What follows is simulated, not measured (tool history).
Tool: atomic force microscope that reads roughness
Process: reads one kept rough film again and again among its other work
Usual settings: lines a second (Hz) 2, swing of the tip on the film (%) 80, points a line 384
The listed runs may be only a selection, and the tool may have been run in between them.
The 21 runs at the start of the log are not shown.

run	hour	lines a second (Hz)	swing of the tip on the film (%)	points a line	roughness of the kept film (nm (root mean square))
22	273.7	2	80	384	3.747
23	288.7	1.98	79	366	3.724
24	302.9	0.59	73	448	3.857
25	320.8	0.59	73	448	3.784
26	331.5	2.89	80	266	3.528
27	342.5	2.89	80	266	3.518
28	356	2.89	80	266	3.491
29	366.7	0.97	87	440	3.616
30	376.4	0.64	71	291	3.674
31	387.7	0.62	57	671	3.692
32	400.6	0.62	57	671	3.657
33	415.9	0.6	78	435	3.599
34	432	2.1	65	384	3.524
35	450.3	2	88	494	3.327
36	465.8	0.67	70	468	3.499
37	483.8	2.93	78	1004	3.293
# hour 486.1: new tip fitted
38	495.7	0.51	63	279	3.97
39	504.2	0.51	63	279	3.96
40	515.6	2	81	380	3.745
41	523.6	2	81	380	3.715

Alternative continuations, all from the tool just after run 41; predict every row:
A	532.8	2	85	648	?
B	532.8	0.69	77	268	?
C	532.8	0.56	88	258	?
D	532.8	1.96	75	404	?
E	532.8	1.53	62	665	?

run	roughness of the kept film (nm (root mean square))
A	3.677
B	3.842
C	3.793
D	3.753
E	3.845
Take away the tool's hidden state, keep each run's random variation, and the runs would have read:
run	roughness of the kept film (nm (root mean square))
A	3.774
B	3.944
C	3.893
D	3.853
E	3.947
